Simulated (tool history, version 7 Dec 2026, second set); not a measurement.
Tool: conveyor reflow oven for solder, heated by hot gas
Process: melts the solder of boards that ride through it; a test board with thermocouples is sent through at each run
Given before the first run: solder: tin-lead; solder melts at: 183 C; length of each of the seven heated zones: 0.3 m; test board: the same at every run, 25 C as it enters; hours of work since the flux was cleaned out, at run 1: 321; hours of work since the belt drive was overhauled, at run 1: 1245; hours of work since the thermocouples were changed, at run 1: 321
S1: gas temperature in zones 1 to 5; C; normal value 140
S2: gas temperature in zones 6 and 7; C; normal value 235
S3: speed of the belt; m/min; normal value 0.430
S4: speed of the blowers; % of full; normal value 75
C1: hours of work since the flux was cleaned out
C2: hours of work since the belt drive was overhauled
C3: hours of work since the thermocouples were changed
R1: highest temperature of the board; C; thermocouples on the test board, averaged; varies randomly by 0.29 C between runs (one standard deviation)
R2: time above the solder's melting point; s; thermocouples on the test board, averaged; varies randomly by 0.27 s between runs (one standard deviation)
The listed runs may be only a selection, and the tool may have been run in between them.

run 1 hour=0.0 | S1=140 S2=235 S3=0.430 S4=75 | C1=321 C2=1245 C3=321 | R1=222.5 R2=68.2
-- hour=23.5 flux residue cleaned out of gas plates and filters
run 2 hour=47.5 | S1=140 S2=235 S3=0.430 S4=75 | C1=13 C2=1269 C3=345 | R1=222.3 R2=68.0
run 3 hour=123.1 | S1=140 S2=235 S3=0.430 S4=75 | C1=56 C2=1311 C3=387 | R1=222.4 R2=67.5
run 4 hour=168.0 | S1=140 S2=235 S3=0.430 S4=75 | C1=81 C2=1337 C3=412 | R1=221.8 R2=68.1
run 5 hour=244.5 | S1=140 S2=235 S3=0.430 S4=56 | C1=124 C2=1380 C3=455 | R1=216.9 R2=62.6
run 6 hour=331.5 | S1=140 S2=235 S3=0.430 S4=56 | C1=173 C2=1428 C3=504 | R1=216.7 R2=62.7
-- hour=354.2 belt drive overhauled, speed set with a stopwatch
run 7 hour=379.5 | S1=151 S2=235 S3=0.430 S4=56 | C1=197 C2=14 C3=529 | R1=219.6 R2=69.6
run 8 hour=425.9 | S1=151 S2=235 S3=0.430 S4=56 | C1=223 C2=40 C3=555 | R1=218.6 R2=69.5
run 9 hour=477.0 | S1=140 S2=235 S3=0.430 S4=75 | C1=252 C2=69 C3=583 | R1=222.5 R2=67.9
run 10 hour=513.9 | S1=140 S2=235 S3=0.430 S4=75 | C1=273 C2=90 C3=604 | R1=221.9 R2=67.6
run 11 hour=600.4 | S1=140 S2=235 S3=0.430 S4=75 | C1=321 C2=138 C3=653 | R1=222.0 R2=68.2
-- hour=623.8 flux residue cleaned out of gas plates and filters
run 12 hour=685.2 | S1=140 S2=235 S3=0.430 S4=75 | C1=34 C2=183 C3=697 | R1=222.4 R2=67.8
run 13 hour=761.7 | S1=140 S2=235 S3=0.430 S4=75 | C1=77 C2=226 C3=740 | R1=222.5 R2=68.1
run 14 hour=803.3 | S1=140 S2=235 S3=0.430 S4=75 | C1=101 C2=249 C3=764 | R1=222.3 R2=68.4
-- hour=841.3 thermocouples of zones 6 and 7 changed
run 15 hour=853.4 | S1=140 S2=235 S3=0.430 S4=75 | C1=128 C2=276 C3=7 | R1=222.5 R2=67.6
run 16 hour=910.8 | S1=140 S2=250 S3=0.430 S4=53 | C1=160 C2=308 C3=39 | R1=228.5 R2=71.5
run 17 hour=978.0 | S1=140 S2=235 S3=0.430 S4=75 | C1=198 C2=346 C3=77 | R1=222.2 R2=67.6
run 18 hour=1042.2 | S1=140 S2=236 S3=0.430 S4=75 | C1=234 C2=382 C3=113 | R1=222.9 R2=68.3
run 19 hour=1126.5 | S1=126 S2=235 S3=0.343 S4=71 | C1=281 C2=429 C3=160 | R1=225.1 R2=83.1
run 20 hour=1208.3 | S1=147 S2=235 S3=0.363 S4=75 | C1=327 C2=475 C3=206 | R1=226.9 R2=87.9
-- hour=1220.1 flux residue cleaned out of gas plates and filters
run 21 hour=1297.4 | S1=144 S2=242 S3=0.340 S4=65 | C1=43 C2=522 C3=253 | R1=232.7 R2=96.3
run 22 hour=1369.8 | S1=140 S2=235 S3=0.430 S4=53 | C1=84 C2=563 C3=294 | R1=216.0 R2=61.9
run 23 hour=1442.3 | S1=140 S2=235 S3=0.430 S4=53 | C1=125 C2=604 C3=334 | R1=216.1 R2=62.3
run 24 hour=1510.9 | S1=140 S2=235 S3=0.430 S4=53 | C1=163 C2=642 C3=373 | R1=216.4 R2=61.7
run 25 hour=1582.3 | S1=140 S2=235 S3=0.372 S4=65 | C1=203 C2=682 C3=413 | R1=223.9 R2=80.4
run 26 hour=1645.8 | S1=140 S2=235 S3=0.435 S4=69 | C1=239 C2=718 C3=448 | R1=220.8 R2=65.2
run 27 hour=1695.7 | S1=140 S2=235 S3=0.435 S4=69 | C1=267 C2=746 C3=476 | R1=220.3 R2=64.8
run 28 hour=1733.8 | S1=135 S2=243 S3=0.430 S4=75 | C1=288 C2=767 C3=498 | R1=228.1 R2=70.2
run 29 hour=1782.2 | S1=135 S2=243 S3=0.430 S4=75 | C1=315 C2=794 C3=525 | R1=228.3 R2=70.2
-- hour=1813.6 flux residue cleaned out of gas plates and filters
run 30 hour=1854.0 | S1=130 S2=225 S3=0.430 S4=75 | C1=23 C2=832 C3=562 | R1=211.4 R2=56.3

What if the next run were any one of these 4? Each begins from the tool's condition after run 30:
run A hour=1906.1 | S1=130 S2=225 S3=0.450 S4=75 | C1=52 C2=861 C3=592 | R1=? R2=?
run B hour=1906.1 | S1=153 S2=249 S3=0.374 S4=75 | C1=52 C2=861 C3=592 | R1=? R2=?
run C hour=1906.1 | S1=141 S2=235 S3=0.359 S4=78 | C1=52 C2=861 C3=592 | R1=? R2=?
run D hour=1906.1 | S1=130 S2=225 S3=0.493 S4=75 | C1=52 C2=861 C3=592 | R1=? R2=?

run=A R1=211.0 R2=52.1
run=B R1=239.5 R2=94.4
run=C R1=227.0 R2=86.8
run=D R1=207.7 R2=44.5
Without the tool's unlogged condition, the same runs would have read:
run=A R1=210.9 R2=52.0
run=B R1=239.5 R2=94.3
run=C R1=226.9 R2=86.6
run=D R1=207.7 R2=44.4

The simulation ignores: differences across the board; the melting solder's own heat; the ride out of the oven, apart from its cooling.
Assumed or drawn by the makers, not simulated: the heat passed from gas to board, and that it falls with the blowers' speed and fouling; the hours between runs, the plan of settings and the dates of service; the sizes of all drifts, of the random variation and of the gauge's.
